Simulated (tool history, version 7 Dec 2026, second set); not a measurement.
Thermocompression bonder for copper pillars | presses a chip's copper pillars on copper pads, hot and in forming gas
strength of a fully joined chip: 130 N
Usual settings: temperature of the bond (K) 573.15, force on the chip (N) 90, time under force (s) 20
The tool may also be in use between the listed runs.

| run | hour | temperature of the bond (K) | force on the chip (N) | time under force (s) | force that shears a chip off (N) |
|---|---|---|---|---|---|
| 1 | 0 | 573.15 | 90 | 20 | 56.3 |
| 2 | 6.9 | 573.15 | 90 | 20 | 56.3 |
| 3 | 13.4 | 573.15 | 90 | 20 | 56.2 |
| 4 | 25.2 | 573.15 | 90 | 20 | 56.1 |
| 5 | 37.1 | 595.15 | 90 | 20 | 71.7 |
| 6 | 48.6 | 595.15 | 90 | 20 | 71.4 |
| 7 | 57.3 | 595.15 | 90 | 20 | 71.3 |
| 8 | 68.1 | 595.15 | 90 | 20 | 71.2 |
| 9 | 74.5 | 595.15 | 90 | 20 | 71.5 |
| 10 | 85.8 | 595.15 | 90 | 20 | 71.7 |
| 11 | 94.9 | 595.15 | 90 | 20 | 70.7 |
| 12 | 107.3 | 595.15 | 90 | 24 | 75.2 |
| 13 | 112.6 | 595.15 | 90 | 24 | 74.8 |
| 14 | 118 | 595.15 | 90 | 24 | 75.8 |
| 15 | 125.9 | 595.15 | 90 | 24 | 75.2 |
| 16 | 132.8 | 595.15 | 90 | 24 | 74 |
| 17 | 138 | 595.15 | 90 | 24 | 75.2 |
| 18 | 149.7 | 549.15 | 90 | 20 | 40.7 |
|  | 153.1 | force cell calibrated |
| 19 | 160.3 | 549.15 | 90 | 20 | 40.4 |
| 20 | 170.1 | 598.15 | 90 | 20 | 72.7 |
| 21 | 181.6 | 598.15 | 90 | 20 | 72.3 |
| 22 | 191.5 | 598.15 | 90 | 20 | 72.7 |
| 23 | 203.4 | 565.15 | 129 | 14 | 60.3 |
| 24 | 215.8 | 553.15 | 123 | 59 | 80.3 |
| 25 | 225.7 | 573.15 | 121 | 20 | 70.3 |
| 26 | 234.3 | 585.15 | 90 | 30 | 72 |
|  | 236.1 | gauge calibrated |
| 27 | 242.2 | 577.15 | 112 | 23 | 74.4 |
| 28 | 249.6 | 547.15 | 89 | 26 | 43.8 |
| 29 | 261.7 | 590.15 | 126 | 45 | 105.2 |
| 30 | 268.3 | 590.15 | 126 | 28 | 95.4 |
| 31 | 274.3 | 590.15 | 110 | 15 | 72.2 |
| 32 | 284.7 | 577.15 | 90 | 20 | 58.2 |
| 33 | 291.5 | 577.15 | 115 | 20 | 71.7 |
| 34 | 298.8 | 577.15 | 115 | 20 | 71.9 |
| 35 | 306.9 | 577.15 | 115 | 20 | 72.5 |
| 36 | 315.7 | 577.15 | 115 | 20 | 71.6 |
| 37 | 322.4 | 560.15 | 90 | 20 | 47.1 |
| 38 | 333.4 | 560.15 | 90 | 20 | 47.7 |
| 39 | 338.4 | 560.15 | 90 | 20 | 46.6 |
| 40 | 350 | 576.15 | 118 | 28 | 79.6 |

4 ways to go on from here, each from the tool as it stands after run 40. What would each give?
| A | 362.1 | 569.15 | 76 | 23 | ? |
| B | 362.1 | 579.15 | 58 | 21 | ? |
| C | 362.1 | 551.15 | 65 | 14 | ? |
| D | 362.1 | 595.15 | 72 | 11 | ? |

| run | force that shears a chip off (N) |
|---|---|
| A | 47.2 |
| B | 39.8 |
| C | 25.2 |
| D | 46.5 |
Without the tool's hidden state the same runs would have given:
| run | force that shears a chip off (N) |
|---|---|
| A | 48 |
| B | 40.5 |
| C | 25.6 |
| D | 47.3 |
